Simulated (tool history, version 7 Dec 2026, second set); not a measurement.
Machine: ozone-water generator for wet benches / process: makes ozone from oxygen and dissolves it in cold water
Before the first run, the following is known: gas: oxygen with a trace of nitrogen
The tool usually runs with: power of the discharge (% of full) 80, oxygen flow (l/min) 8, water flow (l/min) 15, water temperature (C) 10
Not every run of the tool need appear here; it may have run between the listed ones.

run	day	power of the discharge (% of full)	oxygen flow (l/min)	water flow (l/min)	water temperature (C)	dissolved ozone (ppm)	ozone in the gas ahead of the water (g/m3)
1	0	80	8	15	10	49.4	248.7
2	1.575	80	8	15	10	49.7	251.5
3	3.146	80	8	15	10	49.5	251.3
4	4.117	80	5.87	15	10	51.3	298.3
5	5.3	80	5.87	15	10	51.3	299.7
6	6.154	62	5.87	15	10	42.7	252.7
7	7.525	62	5.87	15	10	42.8	252.7
8	8.767	80	8	15	11	48.6	252
9	10.35	80	8	15	11	48.1	254.6
10	11.058	80	8	15	10	49.5	254.9
11	11.838	80	8	15	10	49.8	254
12	13.308	80	8	15	10	49.7	254.8
13	14.625	83	8	11	10	60.1	261.6
14	16.033	80	13.78	11	14	46	187.1
15	16.767	80	8	16	10	47.9	256.3
16	18.396	89	10.01	21	14	39.3	243.9
17	20.042	80	8	23	10	37.2	249.1
18	21.075	80	8	23	10	37.3	247.1
19	22.738	80	8	23	10	37.3	251.6
20	23.854	80	8	23	10	37.4	251.3
21	25.029	80	8	23	10	37.2	248.7
22	25.746	80	12.61	15	17	39.4	195.4
23	27.342	98	6.66	22	7	46.6	324.5
24	28.979	98	6.66	22	7	46	322.2

Taken out of this log: 1 entry between the listed runs. Where each belongs, and how the hidden state differs across it:
Run 16 -> run 17: gauge calibrated (day 19.879)
  drift of the gauge itself on gas_g_m3, %: 2.72 -> 0.02
  measured result minus the result with no hidden state, ozone in the gas ahead of the water (g/m3): +6.3 -> -0.1
